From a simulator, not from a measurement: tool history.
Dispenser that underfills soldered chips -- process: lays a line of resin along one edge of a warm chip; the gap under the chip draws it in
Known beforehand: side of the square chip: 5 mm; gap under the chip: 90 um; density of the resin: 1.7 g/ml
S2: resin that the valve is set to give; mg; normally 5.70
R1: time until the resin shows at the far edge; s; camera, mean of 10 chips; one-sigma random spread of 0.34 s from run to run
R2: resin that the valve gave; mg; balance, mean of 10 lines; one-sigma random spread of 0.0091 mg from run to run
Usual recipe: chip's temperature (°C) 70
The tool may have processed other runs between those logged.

Run 1, hour 0.0: usual settings. Result: R1 16.5 s, R2 5.617 mg.
At hour 7.5: new syringe of resin.
Run 2, hour 8.2: usual settings but S2 6.99 mg. Result: R1 15.5 s, R2 6.875 mg.
At hour 15.7: dispensing valve cleaned and set on the balance.
At hour 18.7: new syringe of resin.
Run 3, hour 20.1: usual settings but S2 6.99 mg. Result: R1 15.5 s, R2 6.989 mg.
Run 4, hour 25.9: usual settings but S2 6.99 mg. Result: R1 20.5 s, R2 6.957 mg.
At hour 28.7: new syringe of resin.
Run 5, hour 33.4: usual settings but S2 6.99 mg. Result: R1 17.8 s, R2 6.933 mg.
At hour 38.7: new syringe of resin.
Run 6, hour 40.7: usual settings but S2 7.31 mg. Result: R1 16.3 s, R2 7.225 mg.
Run 7, hour 47.0: usual settings but S2 7.31 mg. Result: R1 20.7 s, R2 7.204 mg.
At hour 48.9: new syringe of resin.
Run 8, hour 55.9: usual settings. Result: R1 20.2 s, R2 5.598 mg.
At hour 58.8: new syringe of resin.
Run 9, hour 63.5: usual settings. Result: R1 18.5 s, R2 5.576 mg.
At hour 68.8: new syringe of resin.
At hour 72.8: dispensing valve cleaned and set on the balance.
Run 10, hour 77.6: usual settings. Result: R1 21.1 s, R2 5.686 mg.
At hour 79.7: new syringe of resin.
Run 11, hour 87.5: usual settings. Result: R1 20.5 s, R2 5.654 mg.
At hour 89.8: new syringe of resin.
Run 12, hour 96.4: usual settings. Result: R1 20.7 s, R2 5.643 mg.
At hour 99.6: new syringe of resin.
Run 13, hour 108.5: usual settings. Result: R1 22.2 s, R2 5.610 mg.
At hour 109.3: new syringe of resin.
Run 14, hour 116.1: usual settings. Result: R1 20.7 s, R2 5.603 mg.
At hour 119.2: new syringe of resin.
At hour 129.4: dispensing valve cleaned and set on the balance.
At hour 129.7: new syringe of resin.
Run 15, hour 129.7: usual settings. Result: R1 14.6 s, R2 5.719 mg.
At hour 140.2: new syringe of resin.
Run 16, hour 142.1: usual settings but chip's temperature (°C) 58. Result: R1 26.8 s, R2 5.697 mg.
Run 17, hour 148.3: usual settings. Result: R1 21.0 s, R2 5.679 mg.
At hour 150.7: new syringe of resin.
Run 18, hour 159.1: usual settings but chip's temperature (°C) 65, S2 4.87 mg. Result: R1 27.0 s, R2 4.819 mg.

Expected results for the next run?
At hour 160.4: new syringe of resin.
Run 19, hour 166.4: usual settings but chip's temperature (°C) 60, S2 6.12 mg. Result: R1 ?, R2 ?.

Run 19 yielded R1 29.3 s, R2 6.040 mg.
With the hidden condition absent and the run-to-run variation left alone, this run would have shown R1 23.0 s, R2 6.115 mg.
